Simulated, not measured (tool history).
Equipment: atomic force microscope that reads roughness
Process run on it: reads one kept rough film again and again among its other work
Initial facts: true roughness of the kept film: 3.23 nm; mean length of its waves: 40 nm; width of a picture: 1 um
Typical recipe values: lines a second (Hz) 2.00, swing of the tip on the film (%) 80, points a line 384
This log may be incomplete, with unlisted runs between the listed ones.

run	hour	lines a second (Hz)	swing of the tip on the film (%)	points a line	roughness of the kept film (nm (root mean square))
1	0.0	2.00	80	384	2.853
2	5.1	2.00	80	384	2.854
3	13.1	2.00	71	384	2.936
4	20.4	2.00	71	384	2.923
5	28.5	2.00	71	384	2.931
6	38.7	2.00	71	509	2.932
7	47.0	2.00	71	509	2.924
8	57.1	2.00	71	509	2.928
9	62.5	2.00	71	509	2.948
10	68.0	2.00	71	509	2.906
11	76.9	2.00	71	509	2.920
12	83.6	2.00	71	509	2.941
13	91.2	2.00	71	509	2.913
# hour 94.5: new tip fitted
14	102.0	0.76	80	384	2.986
15	111.3	2.00	80	384	2.864
16	116.6	2.00	71	384	2.929
17	126.3	3.33	71	384	2.873
18	131.5	3.33	71	384	2.865
19	140.1	2.00	55	384	3.007
20	145.9	0.77	80	384	2.984
21	150.8	0.77	80	384	2.968
22	159.9	0.77	80	384	2.970
23	166.1	0.77	80	384	2.945
24	177.5	1.82	89	263	2.776
25	186.2	1.82	89	263	2.785
# hour 189.4: new tip fitted
26	196.1	2.00	55	384	3.008
27	207.1	1.59	65	511	2.986
28	213.1	1.80	63	1011	2.988
29	222.2	1.36	72	443	2.974
30	227.3	2.26	62	384	2.975
31	233.2	2.49	61	880	2.973
32	239.8	2.00	80	545	2.863
33	250.6	2.32	57	692	2.988
34	260.6	2.32	57	692	2.987
35	270.0	2.32	57	692	3.002
36	274.9	2.32	57	692	2.985
# hour 284.4: new tip fitted
37	286.4	2.32	57	692	2.997
38	295.1	2.32	90	692	2.746
39	302.4	2.32	90	692	2.741
40	310.1	2.32	90	692	2.724
41	320.8	2.32	90	692	2.725
42	329.8	2.32	90	692	2.729
43	341.0	2.00	67	384	2.935
44	351.1	1.40	89	900	2.864
45	357.3	1.40	89	900	2.866
46	368.1	1.36	80	387	2.906

What if the next run were any one of these 3? Each begins from the tool's condition after run 46:
# hour 379.0: new tip fitted
A	380.1	3.65	81	287	?
# hour 379.0: new tip fitted
B	380.1	0.60	80	531	?
# hour 379.0: new tip fitted
C	380.1	2.00	78	915	?

run	roughness of the kept film (nm (root mean square))
A	2.700
B	2.988
C	2.896
With no hidden state in the tool, these same runs would have given:
run	roughness of the kept film (nm (root mean square))
A	2.702
B	2.990
C	2.897
